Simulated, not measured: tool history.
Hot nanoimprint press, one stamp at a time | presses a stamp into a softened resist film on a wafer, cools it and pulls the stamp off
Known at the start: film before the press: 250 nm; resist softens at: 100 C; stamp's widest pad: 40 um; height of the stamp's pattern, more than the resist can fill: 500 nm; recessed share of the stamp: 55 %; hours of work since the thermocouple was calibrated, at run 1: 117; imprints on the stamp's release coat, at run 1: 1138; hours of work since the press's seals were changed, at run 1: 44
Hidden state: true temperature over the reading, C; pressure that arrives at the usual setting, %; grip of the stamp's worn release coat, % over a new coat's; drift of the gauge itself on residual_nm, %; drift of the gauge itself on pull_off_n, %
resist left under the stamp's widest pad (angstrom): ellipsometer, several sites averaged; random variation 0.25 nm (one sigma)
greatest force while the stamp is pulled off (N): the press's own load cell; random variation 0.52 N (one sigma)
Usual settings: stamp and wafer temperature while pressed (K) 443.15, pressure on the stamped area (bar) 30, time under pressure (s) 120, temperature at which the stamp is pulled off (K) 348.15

run,hour,stamp and wafer temperature while pressed (K),pressure on the stamped area (bar),time under pressure (s),temperature at which the stamp is pulled off (K),hours of work since the thermocouple was calibrated,imprints on the stamp's release coat,hours of work since the press's seals were changed,resist left under the stamp's widest pad (angstrom),greatest force while the stamp is pulled off (N)
1,0,443.15,30,120,348.15,117,1138,44,1288,124
2,6.2,443.15,27.2,120,348.15,122,1159,48,1343,123.7
3,12.3,443.15,27.2,120,348.15,126,1180,52,1346,124.5
4,19.2,443.15,27.2,120,348.15,131,1203,57,1339,123.8
5,27.1,443.15,27.2,120,348.15,137,1229,63,1341,124
6,36.4,443.15,22.3,120,348.15,143,1261,69,1463,124.2
7,40.8,443.15,30,120,352.15,146,1275,72,1282,116.6
8,44.9,443.15,30,120,352.15,149,1289,75,1285,115.6
9,51.1,453.15,42.4,120,334.15,154,1310,80,678,157
# hour 61.2: stamp cleaned and given a new release coat
10,61.5,443.15,32.4,120,348.15,157,1,83,1240,124.7
11,70.8,449.15,33.2,67,348.15,163,32,89,1150,124.9
12,77.7,455.15,33.2,135,336.15,168,56,94,678,150.8
13,82.9,443.15,30,154,340.15,172,73,98,1177,142.5
14,87.1,450.15,30,120,351.15,175,87,101,938,118.9
15,96.4,447.15,22,67,348.15,181,119,108,1506,125.8

Forecast run 16:
16,102.7,440.15,30,222,348.15,186,140,112,?,?

{"run 16": {"resist left under the stamp's widest pad (angstrom)": 1197, "greatest force while the stamp is pulled off (N)": 125.4}}
Without the tool's hidden state the same run would have given resist left under the stamp's widest pad (angstrom) 1197, greatest force while the stamp is pulled off (N) 123.5.
